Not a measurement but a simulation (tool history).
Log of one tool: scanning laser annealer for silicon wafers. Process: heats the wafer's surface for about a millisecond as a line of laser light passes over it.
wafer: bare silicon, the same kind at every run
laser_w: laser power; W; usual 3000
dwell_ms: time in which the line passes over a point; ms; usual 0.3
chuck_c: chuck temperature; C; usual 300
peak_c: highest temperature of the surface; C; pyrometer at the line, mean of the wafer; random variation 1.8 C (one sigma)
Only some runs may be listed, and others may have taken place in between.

run,day,laser_w,dwell_ms,chuck_c,peak_c
1,0,3000,0.3,300,1026
2,0.521,3000,0.3,300,1023
3,0.867,3000,0.3,300,1026
4,1.467,3262,0.3,300,1081
5,1.921,3262,0.3,300,1083
6,2.221,3262,0.272,300,1041
7,2.517,3262,0.272,300,1041
8,3.017,3262,0.272,300,1039
9,3.617,3000,0.3,300,1025
10,4.121,3000,0.3,300,1025
11,4.658,3000,0.3,300,1019
12,5.15,2757,0.3,300,963
13,5.733,3000,0.257,300,962
14,6.017,3000,0.257,300,964
15,6.288,3000,0.257,300,961
16,6.804,3000,0.374,300,1111
17,7.196,3000,0.374,300,1109
18,7.625,3000,0.374,300,1112
19,8.112,3147,0.3,300,1050
20,8.496,3076,0.3,300,1034
21,8.883,3076,0.3,300,1032
22,9.229,3221,0.3,337,1100
23,9.483,3221,0.3,321,1082
24,9.742,3221,0.3,321,1085
25,10.275,3221,0.3,321,1084
26,10.892,2919,0.3,330,1024
27,11.35,2665,0.308,298,946
28,11.817,2680,0.3,288,928
29,12.075,3044,0.303,312,1036
30,12.362,2887,0.224,308,891
31,12.862,2887,0.224,308,892
32,13.146,3073,0.3,315,1040
33,13.604,3258,0.3,274,1041
34,13.95,3000,0.318,264,998
35,14.542,3048,0.219,300,904
36,15.05,3048,0.219,300,905
37,15.467,3207,0.3,300,1053
38,16.075,3208,0.3,300,1055
39,16.338,3283,0.263,300,1015
40,16.812,3283,0.263,271,986
41,17.4,2811,0.3,282,944

Forecast each of these 3 alternatives for the next run:
A,17.929,2976,0.263,328,?
B,17.929,3021,0.301,292,?
C,17.929,2662,0.294,338,?

run,peak_c
A,974
B,1000
C,965
With no hidden state in the tool, these same runs would have given:
run,peak_c
A,1004
B,1033
C,994
